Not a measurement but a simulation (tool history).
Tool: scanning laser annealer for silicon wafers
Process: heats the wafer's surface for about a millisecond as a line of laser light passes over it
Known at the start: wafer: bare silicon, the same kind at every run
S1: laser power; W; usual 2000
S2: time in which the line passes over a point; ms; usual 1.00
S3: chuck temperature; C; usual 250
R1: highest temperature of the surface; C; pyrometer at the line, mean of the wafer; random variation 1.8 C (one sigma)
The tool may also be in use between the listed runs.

run   hour    S1    S2   S3    R1
  1    0.0  2000  1.00  250   967
  2    8.7  2000  1.00  235   953
  3   17.1  2000  1.00  235   953
  4   33.1  2000  1.00  273   989
  5   41.4  2000  1.00  273   990
  6   55.6  2000  0.99  250   961
  7   63.4  2000  0.99  250   963
  8   71.5  2000  0.99  250   958
  9   83.4  2000  1.09  250   997
 10   91.9  2000  0.91  250   927
 11  103.7  2000  1.18  250  1027
 12  115.3  2000  1.00  250   966
 13  123.4  2000  1.00  250   963
 14  133.4  2000  1.00  250   957
     140.2  -- window over the wafer cleaned
 15  147.4  2000  1.00  250   994
 16  162.3  2000  1.00  238   979
 17  170.6  2000  1.00  238   980
 18  181.7  2000  1.00  250   985
 19  189.3  2000  1.00  250   988
 20  205.0  2000  1.00  250   986
 21  212.2  2145  0.91  250  1010
 22  226.5  2145  0.91  250  1011
 23  234.4  2145  0.74  282   963
 24  247.8  1993  0.74  282   910
     253.9  -- optics aligned, line set to its width
 25  267.3  1993  0.74  282   908
 26  280.0  1729  1.21  250   939
     287.6  -- optics aligned, line set to its width, once more
 27  296.5  1729  1.21  250   945
 28  303.5  2000  1.10  251  1030
 29  319.7  1917  0.77  282   896
 30  335.1  2034  0.75  275   924
 31  345.7  2034  0.75  275   921
 32  361.3  2034  0.75  275   921
 33  369.8  2034  0.75  275   919
 34  381.7  1751  0.95  281   897
 35  395.7  2120  0.89  243   984
 36  410.8  1810  1.00  250   908
 37  423.9  2000  1.00  281  1017
 38  432.3  2000  1.00  281  1018
 39  447.4  1761  1.02  222   867
 40  457.9  1870  1.00  221   901

Some steps in R1 between neighbouring runs. How much of each would the tool show without its hidden state too (settings, what came in, random variation), and how much is left for the hidden state, with any gauge scatter that isn't in both results?
The hidden state here: light that passes the window, % of a clean one's; laser's true power over the reading, %; width of the line over the set one, %; drift of the gauge itself on peak_c, C.
Run 10 -> 11: S2 0.91 -> 1.18. R1 +100 C: hidden state -5, all else +105.
Run 14 -> 15: window over the wafer cleaned. R1 +37 C: hidden state +28, all else +9.
Run 26 -> 27: optics aligned, line set to its width, once more. R1 +6 C: hidden state +5, all else +1.
Run 28 -> 29: S1 2000 -> 1917, S2 1.10 -> 0.77, S3 251 -> 282. R1 -134 C: hidden state +1, all else -135.
Run 36 -> 37: S1 1810 -> 2000, S3 250 -> 281. R1 +109 C: hidden state -2, all else +111.
Run 38 -> 39: S1 2000 -> 1761, S2 1.00 -> 1.02, S3 281 -> 222. R1 -151 C: hidden state +1, all else -152.
